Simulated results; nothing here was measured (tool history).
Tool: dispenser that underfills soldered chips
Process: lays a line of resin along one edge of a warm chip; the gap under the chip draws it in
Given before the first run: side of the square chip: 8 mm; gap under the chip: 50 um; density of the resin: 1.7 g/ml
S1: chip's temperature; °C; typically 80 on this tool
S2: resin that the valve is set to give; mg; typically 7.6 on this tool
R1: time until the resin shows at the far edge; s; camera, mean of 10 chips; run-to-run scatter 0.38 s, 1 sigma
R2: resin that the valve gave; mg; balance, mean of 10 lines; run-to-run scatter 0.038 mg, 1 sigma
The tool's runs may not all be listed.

run	hour	S1	S2	R1	R2
1	0	80	7.6	23.5	7.26
2	2.3	80	7.6	26.8	7.33
3	5.7	87	7.6	25.3	7.3
# hour 8.3: new syringe of resin
4	8.3	80	9.65	21.2	9.15
5	13	80	8.46	27.9	8.05
# hour 15.8: dispensing valve cleaned and set on the balance
6	16.5	80	8.46	29.7	8.39
# hour 19: new syringe of resin
7	19.3	80	8.46	21.6	8.45
8	22.2	80	7.18	25.7	7.13
9	25.5	80	7.18	29.6	7.08
10	28.1	80	7.18	33.7	7.07
# hour 28.7: new syringe of resin
11	31.7	80	7.18	25.1	7.09
12	35.3	80	9.65	28.3	9.48
# hour 38.6: new syringe of resin
13	40.2	80	9.65	22.8	9.49
14	44.5	91	7.6	20.5	7.41
# hour 48.4: new syringe of resin
15	48.5	91	7.6	16.3	7.45
16	50.5	91	7.6	18.1	7.39
17	52.6	88	7.6	21.3	7.39
18	55.5	80	7.6	30.8	7.38
# hour 57.9: new syringe of resin
19	59.9	92	7.6	17	7.36
20	63.4	92	7.6	20.3	7.38
21	66	79	6.86	34.3	6.63
# hour 67.6: new syringe of resin
22	69.8	79	9.48	24.8	9.16
23	73.1	79	9.48	28.5	9.17
# hour 77.3: new syringe of resin
24	77.6	73	6.91	28.9	6.68
25	81.1	80	6.84	27.4	6.62
26	85.6	80	6.84	33.2	6.52
# hour 86.9: new syringe of resin
27	88.2	88	9.81	17.8	9.34
28	92.3	72	9.53	34.1	9.03
# hour 96.5: new syringe of resin
29	96.6	91	7.54	16.2	7.18
30	98.7	91	7.54	18.1	7.07
# hour 102.5: dispensing valve cleaned and set on the balance
31	102.9	91	7.54	20.4	7.56
32	106.1	91	7.54	23.6	7.49
# hour 107: new syringe of resin
33	109.6	80	9.48	24.5	9.43
34	113.9	80	9.48	29	9.43
# hour 116.8: new syringe of resin
35	117.4	72	8.43	27.3	8.35
36	120.4	80	7.6	25.7	7.49
37	125.1	79	9.27	31.8	9.07

What if the next run were any one of these 3? Each begins from the tool's condition after run 37:
# hour 126.8: new syringe of resin
A	128.8	80	8.99	?	?
# hour 126.8: new syringe of resin
B	128.8	76	7.09	?	?
# hour 126.8: new syringe of resin
C	128.8	66	8.6	?	?

run	R1	R2
A	24.1	8.87
B	27.6	6.99
C	36.6	8.44
What these runs would have given with no unlogged condition in the tool:
run	R1	R2
A	22.5	9.01
B	25.8	7.1
C	34.4	8.57
